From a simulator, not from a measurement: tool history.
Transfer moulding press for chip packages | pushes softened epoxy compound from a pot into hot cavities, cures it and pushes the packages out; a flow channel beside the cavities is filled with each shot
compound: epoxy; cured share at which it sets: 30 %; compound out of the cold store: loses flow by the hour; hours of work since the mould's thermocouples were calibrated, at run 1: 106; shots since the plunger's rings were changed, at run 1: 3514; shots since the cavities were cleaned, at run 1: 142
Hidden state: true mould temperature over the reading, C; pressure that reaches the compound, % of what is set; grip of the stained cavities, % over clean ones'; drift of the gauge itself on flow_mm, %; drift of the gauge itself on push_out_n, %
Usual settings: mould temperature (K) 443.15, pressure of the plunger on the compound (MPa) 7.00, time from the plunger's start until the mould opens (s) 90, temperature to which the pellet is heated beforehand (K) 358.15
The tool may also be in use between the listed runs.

run   hour  mould temperature (K)  pressure of the plunger on the compound (MPa)  time from the plunger's start until the mould opens (s)  temperature to which the pellet is heated beforehand (K)  hours of work since the mould's thermocouples were calibrated  shots since the plunger's rings were changed  shots since the cavities were cleaned  incoming compound's hours out of the cold store  length that the compound runs in the flow channel (mm)  greatest force on the pins that push the packages out (N)
  1    0.0                 443.15                                           7.00                                                       90                                                    358.15                                                            106                                          3514                                    142                                             43.2                                                     862                                                        262
  2   33.3                 443.15                                           7.00                                                       90                                                    358.15                                                            131                                          4003                                    631                                             33.8                                                     873                                                        342
      54.7  -- cavities cleaned with cleaning compound and waxed
  3   69.2                 443.15                                           7.00                                                       90                                                    358.15                                                            157                                          4510                                    214                                             34.4                                                     855                                                        274
  4  108.8                 443.15                                           7.00                                                       90                                                    358.15                                                            187                                          5091                                    795                                             43.8                                                     827                                                        353
     118.2  -- cavities cleaned with cleaning compound and waxed
  5  140.2                 443.15                                           7.00                                                       90                                                    358.15                                                            210                                          5532                                    324                                             44.2                                                     820                                                        276
  6  169.5                 443.15                                           7.00                                                       90                                                    358.15                                                            232                                          5962                                    754                                             16.7                                                     875                                                        353
     181.8  -- cavities cleaned with cleaning compound and waxed
  7  195.2                 443.15                                           7.00                                                       90                                                    358.15                                                            250                                          6319                                    198                                             23.0                                                     856                                                        267
  8  234.2                 443.15                                           7.41                                                       90                                                    358.15                                                            280                                          6892                                    771                                             19.8                                                     888                                                        360
     242.2  -- plunger's sealing rings changed
     247.8  -- cavities cleaned with cleaning compound and waxed
  9  255.3                 443.15                                           7.41                                                       90                                                    358.15                                                            293                                           172                                    111                                             33.7                                                     930                                                        245
 10  281.2                 443.15                                           7.41                                                       90                                                    358.15                                                            312                                           552                                    491                                             45.3                                                     910                                                        304
 11  298.3                 443.15                                           7.00                                                      130                                                    358.15                                                            325                                           803                                    742                                             41.7                                                     872                                                        253
     314.2  -- cavities cleaned with cleaning compound and waxed
 12  330.8                 445.15                                           5.90                                                       90                                                    358.15                                                            349                                          1260                                    244                                             18.5                                                     862                                                        250
 13  367.6                 445.15                                           5.24                                                       90                                                    365.15                                                            377                                          1800                                    784                                             36.6                                                     765                                                        297
     377.2  -- cavities cleaned with cleaning compound and waxed
 14  406.0                 449.15                                           7.00                                                       90                                                    356.15                                                            405                                          2344                                    425                                             24.3                                                     898                                                        236
     440.2  -- cavities cleaned with cleaning compound and waxed
 15  440.3                 443.15                                           7.00                                                      113                                                    358.15                                                            430                                          2826                                      1                                             24.8                                                     896                                                        165
 16  466.7                 449.15                                           7.00                                                       89                                                    352.15                                                            450                                          3213                                    388                                              9.2                                                     922                                                        239
 17  499.3                 436.15                                           7.00                                                       89                                                    352.15                                                            474                                          3693                                    868                                              9.4                                                     954                                                        599
     504.1  -- cavities cleaned with cleaning compound and waxed
 18  539.6                 447.15                                           7.00                                                      113                                                    358.15                                                            504                                          4264                                    522                                             18.4                                                     898                                                        229
 19  559.6                 447.15                                           8.06                                                      117                                                    354.15                                                            519                                          4557                                    815                                             47.8                                                     880                                                        237
     570.3  -- cavities cleaned with cleaning compound and waxed
 20  590.9                 443.15                                           7.00                                                       81                                                    353.15                                                            542                                          4996                                    303                                             37.8                                                     832                                                        345

Forecast each of these 4 alternatives for the next run:
  A  627.9                 447.15                                           6.50                                                       81                                                    357.15                                                            570                                          5540                                    847                                             17.9                                                       ?                                                          ?
  B  627.9                 445.15                                           8.76                                                      111                                                    358.15                                                            570                                          5540                                    847                                             29.6                                                       ?                                                          ?
  C  627.9                 443.15                                           5.33                                                       90                                                    358.15                                                            570                                          5540                                    847                                             25.0                                                       ?                                                          ?
  D  627.9                 435.15                                           8.15                                                       90                                                    353.15                                                            570                                          5540                                    847                                             33.0                                                       ?                                                          ?

run  length that the compound runs in the flow channel (mm)  greatest force on the pins that push the packages out (N)
  A                                                     840                                                        337
  B                                                     962                                                        259
  C                                                     761                                                        338
  D                                                     939                                                        574
Without the tool's hidden state the same runs would have given:
run  length that the compound runs in the flow channel (mm)  greatest force on the pins that push the packages out (N)
  A                                                     913                                                        227
  B                                                    1046                                                        165
  C                                                     828                                                        229
  D                                                    1022                                                        393

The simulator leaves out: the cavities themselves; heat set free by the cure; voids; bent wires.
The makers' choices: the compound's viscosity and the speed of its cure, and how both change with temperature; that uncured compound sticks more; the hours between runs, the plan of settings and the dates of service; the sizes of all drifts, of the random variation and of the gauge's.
